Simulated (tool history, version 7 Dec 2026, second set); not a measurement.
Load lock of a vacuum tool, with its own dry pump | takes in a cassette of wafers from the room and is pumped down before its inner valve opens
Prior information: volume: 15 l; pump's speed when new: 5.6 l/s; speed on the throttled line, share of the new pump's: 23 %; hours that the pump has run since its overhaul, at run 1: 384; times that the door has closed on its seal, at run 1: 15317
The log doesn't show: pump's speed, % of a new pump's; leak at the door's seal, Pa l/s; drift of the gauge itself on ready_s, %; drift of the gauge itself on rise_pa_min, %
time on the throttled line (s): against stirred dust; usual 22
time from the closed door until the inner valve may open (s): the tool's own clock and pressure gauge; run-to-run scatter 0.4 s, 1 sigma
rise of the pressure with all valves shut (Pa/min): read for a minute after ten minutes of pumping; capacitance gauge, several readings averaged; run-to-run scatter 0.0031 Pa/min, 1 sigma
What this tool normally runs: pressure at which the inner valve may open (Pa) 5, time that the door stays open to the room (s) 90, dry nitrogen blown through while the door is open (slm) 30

run      day  time on the throttled line (s)  pressure at which the inner valve may open (Pa)  time that the door stays open to the room (s)  dry nitrogen blown through while the door is open (slm)  hours that the pump has run since its overhaul  times that the door has closed on its seal  incoming humidity of the room's air, %  time from the closed door until the inner valve may open (s)  rise of the pressure with all valves shut (Pa/min)
  1        0                              22                                                5                                             90                                                       30                                             384                                       15317                                    41.5                                                          44.4                                               0.162
  2    4.896                              22                                                5                                             90                                                       30                                             502                                       15710                                    47.4                                                          43.7                                               0.171
  3    8.904                              22                                                5                                             90                                                       30                                             598                                       16030                                      45                                                          44.5                                               0.173
  4   12.112                              22                                                5                                             90                                                       30                                             675                                       16288                                    44.5                                                          43.5                                               0.181
  5   16.646                              22                                                5                                             59                                                       30                                             784                                       16651                                    44.4                                                          43.9                                               0.179
  6   21.388                              22                                                5                                             59                                                       30                                             897                                       17030                                    46.1                                                          43.8                                               0.181
  7   24.504                              22                                                5                                             59                                                       30                                             972                                       17280                                    49.9                                                            44                                               0.184
  8   27.121                              22                                                5                                             59                                                       30                                            1035                                       17490                                    42.9                                                          44.8                                               0.178
  9   29.446                              22                                                5                                             59                                                       30                                            1091                                       17676                                    44.3                                                          44.2                                               0.188
 10   34.158                              22                                                5                                             90                                                       30                                            1204                                       18053                                    47.6                                                          43.7                                               0.202
 11   38.592                              22                                                5                                             90                                                        6                                            1310                                       18408                                    46.1                                                          43.5                                               0.243
 12   41.196                              22                                                5                                             90                                                        6                                            1373                                       18617                                    45.3                                                          44.8                                               0.252
 13    45.75                              22                                                5                                             90                                                        6                                            1482                                       18981                                    44.3                                                          44.6                                               0.242
 14   50.258                              22                                                5                                             90                                                        4                                            1590                                       19342                                    44.8                                                          43.5                                               0.258
 15   53.696                              22                                                5                                             90                                                       30                                            1673                                       19618                                    44.8                                                          43.9                                               0.216
 16   57.758                              22                                               10                                             90                                                       30                                            1770                                       19943                                    43.5                                                          42.1                                                0.22
 17   60.367                              22                                                5                                             90                                                       30                                            1833                                       20152                                      43                                                          44.7                                               0.223
 18   65.312                              22                                                5                                             90                                                       30                                            1951                                       20548                                    45.6                                                          44.4                                                0.23
 19   70.083                              22                                                5                                             90                                                       30                                            2066                                       20930                                    45.8                                                          44.5                                               0.234
 20   72.258                              22                                                5                                             26                                                       20                                            2118                                       21104                                    44.1                                                            45                                                0.22
 21   74.596                              15                                                9                                             58                                                        7                                            2174                                       21292                                    42.2                                                          37.2                                               0.251
 22   78.604                              24                                                5                                             90                                                       21                                            2270                                       21613                                    40.8                                                          46.4                                               0.244
 23   83.012                              24                                                5                                             90                                                       21                                            2376                                       21966                                    47.3                                                          46.6                                               0.261
 24   86.254                              22                                                7                                             90                                                       26                                            2454                                       22225                                    44.5                                                          43.6                                               0.253
 25   88.896                              22                                                4                                             98                                                        7                                            2517                                       22437                                    47.9                                                          44.7                                                0.29
 26   91.142                              19                                                7                                             43                                                       33                                            2571                                       22617                                    43.5                                                          40.6                                               0.237
 27   93.625                              33                                                8                                             29                                                       12                                            2631                                       22816                                    44.7                                                          51.2                                               0.255
 28   97.921                              22                                                5                                             90                                                       12                                            2734                                       23160                                    46.9                                                          43.9                                               0.294
 29  100.479                              22                                               10                                             90                                                       30                                            2796                                       23365                                    44.3                                                          42.1                                               0.271
 30  103.396                              30                                                6                                             90                                                        6                                            2866                                       23598                                    45.4                                                          50.1                                               0.304
 31  108.288                              30                                                6                                             90                                                        6                                            2983                                       23990                                    44.3                                                          50.3                                               0.309
 32  111.829                              30                                                6                                             90                                                        6                                            3068                                       24274                                    46.8                                                          50.1                                                0.32
 33  114.096                              30                                                6                                             90                                                       16                                            3122                                       24455                                    43.2                                                          50.4                                               0.296
 34  117.704                              30                                                6                                             90                                                       16                                            3209                                       24744                                    40.2                                                          50.2                                                0.29
 35   122.55                              22                                                5                                             91                                                       30                                            3325                                       25132                                    43.3                                                          44.5                                               0.294
 36  124.646                              22                                                5                                            136                                                        4                                            3376                                       25300                                    46.6                                                          44.9                                               0.358

3 options for the next run, each taken on its own from the tool as it stands now. Forecast them:
  A  128.988                              22                                                5                                            147                                                        6                                            3480                                       25648                                    43.5                                                             ?                                                   ?
  B  128.988                              13                                                8                                             90                                                       36                                            3480                                       25648                                    43.3                                                             ?                                                   ?
  C  128.988                              34                                                5                                             90                                                       30                                            3480                                       25648                                    44.1                                                             ?                                                   ?

run  time from the closed door until the inner valve may open (s)  rise of the pressure with all valves shut (Pa/min)
  A                                                          44.5                                               0.353
  B                                                          36.3                                               0.305
  C                                                          53.3                                               0.302
The same runs, with their run-to-run variation unchanged, on a tool lacking any hidden condition would have given:
run  time from the closed door until the inner valve may open (s)  rise of the pressure with all valves shut (Pa/min)
  A                                                          43.6                                               0.115
  B                                                          35.4                                                0.06
  C                                                          52.6                                               0.065
